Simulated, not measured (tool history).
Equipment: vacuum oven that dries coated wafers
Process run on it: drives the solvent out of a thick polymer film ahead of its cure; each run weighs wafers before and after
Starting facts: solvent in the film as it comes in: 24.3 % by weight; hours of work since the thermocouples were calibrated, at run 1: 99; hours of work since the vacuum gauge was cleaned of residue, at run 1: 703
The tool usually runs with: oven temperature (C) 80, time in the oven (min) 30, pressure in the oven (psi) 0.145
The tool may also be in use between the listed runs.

run     day  oven temperature (C)  time in the oven (min)  pressure in the oven (psi)  hours of work since the thermocouples were calibrated  hours of work since the vacuum gauge was cleaned of residue  solvent left in the film (%)
  1       0                    80                      30                       0.145                                                     99                                                          703                          3.22
  2     0.6                    80                      30                       0.145                                                    107                                                          711                          3.29
  3   1.692                    87                      30                       0.145                                                    123                                                          727                          1.66
  4   2.304                    87                      30                       0.145                                                    132                                                          736                          1.65
  5   2.838                    71                      30                       0.145                                                    140                                                          744                           6.2
  6   4.004                    91                      30                       0.145                                                    156                                                          760                          0.98
  7   4.679                    91                      30                       0.145                                                    166                                                          770                          1.04
  8   5.483                    91                      30                       0.145                                                    178                                                          782                          0.96
  9   6.558                    91                      30                       0.145                                                    193                                                          797                          1.09
 10   7.229                    91                      30                       0.145                                                    203                                                          807                          0.99
 11   8.292                    91                      30                       0.145                                                    218                                                          822                          1.07
 12   9.004                    80                      30                       0.186                                                    229                                                          833                          3.29
 13   9.533                    80                      30                       0.186                                                    236                                                          840                           3.3
 14  10.029                    80                      30                       0.186                                                    243                                                          847                          3.49
 15  10.629                    80                      30                       0.145                                                    252                                                          856                          3.26
 16  11.225                    80                      30                       0.145                                                    261                                                          865                          3.21
 17  11.954                    80                      49                       0.145                                                    271                                                          875                          1.14
 18  13.162                    84                      49                       0.145                                                    289                                                          893                          0.72
 19  14.012                    84                      49                       0.145                                                    301                                                          905                          0.78
 20  14.983                    84                      49                       0.145                                                    315                                                          919                          0.78
 21  15.892                    84                      40                       0.145                                                    328                                                          932                          1.19
 22  17.067                    80                      30                       0.145                                                    345                                                          949                          3.31
 23  18.267                    80                      30                       0.145                                                    362                                                          966                          3.18
 24  19.254                    80                      17                       0.145                                                    377                                                          980                          6.88
 25  20.154                    94                      30                       0.145                                                    390                                                          994                          0.71
 26  20.796                    72                      25                       0.177                                                    399                                                         1003                             7
     20.992  -- oven's thermocouples calibrated
 27  21.571                    76                      45                       0.144                                                      8                                                         1013                          2.14
 28  22.296                    80                      28                       0.074                                                     19                                                         1023                          3.23
 29  23.462                    80                      21                       0.158                                                     36                                                         1040                          5.16
 30   24.25                    80                      21                       0.158                                                     47                                                         1051                          5.08
 31   24.95                    80                      21                       0.158                                                     57                                                         1062                          5.22
 32  25.825                    91                      50                       0.145                                                     70                                                         1074                          0.25
     26.012  -- oven's thermocouples calibrated, once more
 33  26.696                    82                      50                       0.145                                                     10                                                         1086                             1
 34   27.85                    82                      50                       0.145                                                     27                                                         1102                          0.96
 35  28.525                    88                      17                       0.145                                                     36                                                         1112                          4.42
 36  29.458                    85                      24                       0.081                                                     50                                                         1125                          3.08
 37  30.054                    85                      24                       0.081                                                     58                                                         1134                          3.05
 38  30.858                    85                      24                       0.081                                                     70                                                         1146                          3.01
 39  31.504                    79                      30                       0.106                                                     79                                                         1155                          3.41
     32.042  -- vacuum gauge cleaned of residue and calibrated
 40  32.704                    73                      33                       0.426                                                     96                                                           10                          5.59
 41  33.796                    65                      33                       0.145                                                    111                                                           25                          7.76
 42  34.604                    80                      25                       0.145                                                    123                                                           37                          4.22
 43  35.517                    77                      25                       0.146                                                    136                                                           50                          5.34
 44  36.162                    77                      25                       0.146                                                    146                                                           60                          5.43
 45  36.808                    77                      25                       0.146                                                    155                                                           69                          5.21
 46  37.783                    76                      25                       0.132                                                    169                                                           83                           5.6
 47  38.892                    80                      37                       0.508                                                    185                                                           99                           3.1

Alternative continuations, all from the tool just after run 47; predict every row:
  A  39.508                    81                      30                       0.145                                                    194                                                          108                             ?
  B  39.508                    68                      30                       0.508                                                    194                                                          108                             ?
  C  39.508                    72                      41                       0.096                                                    194                                                          108                             ?

run  solvent left in the film (%)
  A                          2.84
  B                          8.14
  C                          3.64
The same runs, with their run-to-run variation unchanged, on a tool lacking any hidden condition would have given:
run  solvent left in the film (%)
  A                          3.15
  B                           8.6
  C                             4
